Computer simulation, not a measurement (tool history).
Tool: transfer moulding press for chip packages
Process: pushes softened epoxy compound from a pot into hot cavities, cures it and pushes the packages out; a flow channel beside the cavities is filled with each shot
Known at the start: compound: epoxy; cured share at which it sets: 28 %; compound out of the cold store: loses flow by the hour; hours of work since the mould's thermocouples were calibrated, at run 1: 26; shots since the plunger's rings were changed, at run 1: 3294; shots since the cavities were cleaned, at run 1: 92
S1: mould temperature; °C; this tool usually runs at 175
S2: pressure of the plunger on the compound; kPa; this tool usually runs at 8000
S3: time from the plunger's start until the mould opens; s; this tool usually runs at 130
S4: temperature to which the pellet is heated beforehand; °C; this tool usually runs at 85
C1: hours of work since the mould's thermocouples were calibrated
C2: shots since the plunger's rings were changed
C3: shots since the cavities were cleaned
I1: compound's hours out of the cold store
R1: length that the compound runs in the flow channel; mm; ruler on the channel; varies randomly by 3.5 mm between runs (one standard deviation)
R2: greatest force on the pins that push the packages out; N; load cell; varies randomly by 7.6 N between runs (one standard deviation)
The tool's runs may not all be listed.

run   hour   S1    S2   S3  S4   C1    C2   C3    I1   R1   R2
  1      0  175  8000  130  85   26  3294   92  22.8  866  381
  2    3.9  175  8000  130  85   29  3336  134  16.4  908  396
  3     13  175  8000  130  80   36  3432  230  23.2  865  443
  4   17.1  175  6070  130  85   40  3476  274  20.7  764  466
  5   25.5  176  8000  130  85   46  3565  363  30.2  815  471
  6   29.6  176  8000  130  85   49  3609  407  44.2  742  495
  7   36.3  170  8000  130  85   54  3680  478    34  814  657
      44.3  -- cavities cleaned with cleaning compound and waxed
  8   46.3  170  8000  130  85   61  3771   21  43.2  772  419
  9   55.3  170  8000  130  85   68  3867  117  44.3  756  497
 10   61.1  170  8000  130  85   72  3928  178  39.8  786  545
 11   65.3  175  8000  130  88   76  3973  223  15.3  905  454
 12   69.9  175  8000  136  85   79  4022  272  30.7  808  448
 13   75.9  175  8000  136  85   84  4086  336   9.8  940  470
 14   82.3  175  8000  136  85   89  4154  404  16.3  899  509
      86.7  -- plunger's sealing rings changed
 15   89.8  168  8000  152  94   93    33  457  31.9  878  569
 16   96.5  175  8000  130  90   98   105  529  44.2  778  501
      99.8  -- cavities cleaned with cleaning compound and waxed
 17  107.2  175  8000  130  78  105   203   79  47.2  762  368
     109.6  -- mould's thermocouples calibrated
 18  117.7  175  8000  130  78    6   293  169  25.5  886  416
 19  124.6  169  6770  163  79   12   367  243  12.3  910  455
 20  128.8  177  6770  163  89   15   411  287  31.7  764  419
     133.3  -- mould's thermocouples calibrated, once more
 21  139.4  177  6770  163  89    5   503  379  10.6  889  433
 22  146.2  175  8260  130  91   10   575  451  10.6  988  536
 23  152.6  175  8260  130  91   15   643  519  34.1  841  530
     156.6  -- cavities cleaned with cleaning compound and waxed
 24  160.3  175  9000  130  85   20   709   39  18.7  975  342
 25  167.3  175  9000  130  85   25   784  114  36.6  858  398
 26  172.2  175  9000  130  85   29   836  166  36.5  866  410
 27  178.5  175  9000  119  85   34   903  233  32.9  889  474
 28  182.4  176  9780  162  85   37   945  275  41.1  866  399

Forecast each of these 5 alternatives for the next run:
  A  191.5  175  8000  142  85  44  1041  371  14.8   ?   ?
  B  191.5  176  9780  162  86  44  1041  371  10.1   ?   ?
  C  191.5  169  8000  130  85  44  1041  371  18.2   ?   ?
  D  191.5  170  9780  162  78  44  1041  371  23.8   ?   ?
  E  191.5  181  7430  140  85  44  1041  371    34   ?   ?

run    R1   R2
  A   936  466
  B  1068  436
  C   943  705
  D   998  486
  E   771  434
Had the tool no hidden state, the same runs would have come out as:
run    R1   R2
  A   953  302
  B  1087  285
  C   960  455
  D  1015  316
  E   784  282
